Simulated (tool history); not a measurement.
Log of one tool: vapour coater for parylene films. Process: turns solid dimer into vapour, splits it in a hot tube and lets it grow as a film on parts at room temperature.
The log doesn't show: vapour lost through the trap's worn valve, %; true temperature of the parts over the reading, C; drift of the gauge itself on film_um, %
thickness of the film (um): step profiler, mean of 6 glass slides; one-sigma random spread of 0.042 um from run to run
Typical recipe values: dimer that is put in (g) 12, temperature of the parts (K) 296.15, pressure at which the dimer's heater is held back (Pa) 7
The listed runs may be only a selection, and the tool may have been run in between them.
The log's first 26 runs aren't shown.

run	hour	dimer that is put in (g)	temperature of the parts (K)	pressure at which the dimer's heater is held back (Pa)	hours of work since the trap's valve was overhauled	hours of work since the table's thermometer was calibrated	thickness of the film (um)
27	501.9	19	302.15	3.56	285	542	6.41
28	527.2	19	294.15	3.56	300	558	8.7
29	547.5	11	307.15	11.03	312	570	2.45
30	564.8	12	289.15	10.12	323	581	5.32
31	575.9	14	304.15	5.89	330	587	3.85
32	602.9	7	296.15	7.63	346	604	2.45
33	615.1	7	288.15	8.9	354	611	3.3
34	632.8	9	295.15	5.32	364	622	3.66
35	655.7	9	295.15	5.32	378	636	3.57
36	670.8	13	296.15	9.05	387	645	4.49

Alternative continuations, all from the tool just after run 36; predict every row:
A	684.9	12	296.15	8.67	396	654	?
B	684.9	21	296.15	6.48	396	654	?
C	684.9	16	292.15	7.11	396	654	?
D	684.9	17	291.15	4.11	396	654	?
E	684.9	14	300.15	7	396	654	?

run	thickness of the film (um)
A	4.2
B	7.76
C	6.74
D	8.31
E	4.32
Without the tool's unlogged condition, the same runs would have read:
run	thickness of the film (um)
A	4.45
B	8.21
C	7.14
D	8.79
E	4.57
